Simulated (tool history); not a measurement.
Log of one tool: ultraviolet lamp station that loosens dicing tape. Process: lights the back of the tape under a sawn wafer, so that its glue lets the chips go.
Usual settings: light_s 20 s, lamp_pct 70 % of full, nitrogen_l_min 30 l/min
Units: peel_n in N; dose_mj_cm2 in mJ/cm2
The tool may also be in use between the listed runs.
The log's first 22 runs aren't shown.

run	day	light_s	lamp_pct	nitrogen_l_min	hours of work of the lamp	hours of work since the window was cleaned	peel_n	dose_mj_cm2
23	63.058	11	70	20	474	165	0.888	173
24	66.017	38	77	14	504	195	0.059	652
25	69.879	15	70	30	542	233	0.404	236
26	71.862	20	70	28	562	253	0.214	315
27	74.562	13	70	20	589	280	0.674	209
28	77.504	13	70	20	618	309	0.664	202
29	80.567	28	60	10	649	340	0.263	369
30	83.583	28	62	10	679	369	0.261	389
# day 83.967: window cleaned of glue's vapour
31	86.938	28	62	10	712	30	0.243	390
32	88.925	20	76	56	732	49	0.125	340
33	91.988	20	76	56	762	80	0.114	339
# day 94.308: lamp changed
34	94.325	20	76	56	0	103	0.118	341
35	98.079	20	76	56	38	140	0.119	340
36	100.254	20	76	56	59	162	0.121	345
37	102.546	33	74	36	82	184	0.062	554
38	105.1	22	74	45	107	210	0.11	363
39	108.404	22	74	45	140	243	0.12	368
40	110.033	22	74	45	156	259	0.116	364
41	113.712	22	81	13	193	296	0.179	397
42	117.258	22	86	13	228	331	0.16	426
43	120.821	22	86	13	264	366	0.164	423
# day 121.8: window cleaned of glue's vapour
44	123.283	22	86	13	288	15	0.162	424

Forecast each of these 3 alternatives for the next run:
A	126.483	27	77	45	320	47	?	?
B	126.483	11	96	13	320	47	?	?
C	126.483	22	74	13	320	47	?	?

run	peel_n	dose_mj_cm2
A	0.076	454
B	0.625	236
C	0.241	365
Without the tool's hidden state the same runs would have given:
run	peel_n	dose_mj_cm2
A	0.076	455
B	0.622	236
C	0.239	366

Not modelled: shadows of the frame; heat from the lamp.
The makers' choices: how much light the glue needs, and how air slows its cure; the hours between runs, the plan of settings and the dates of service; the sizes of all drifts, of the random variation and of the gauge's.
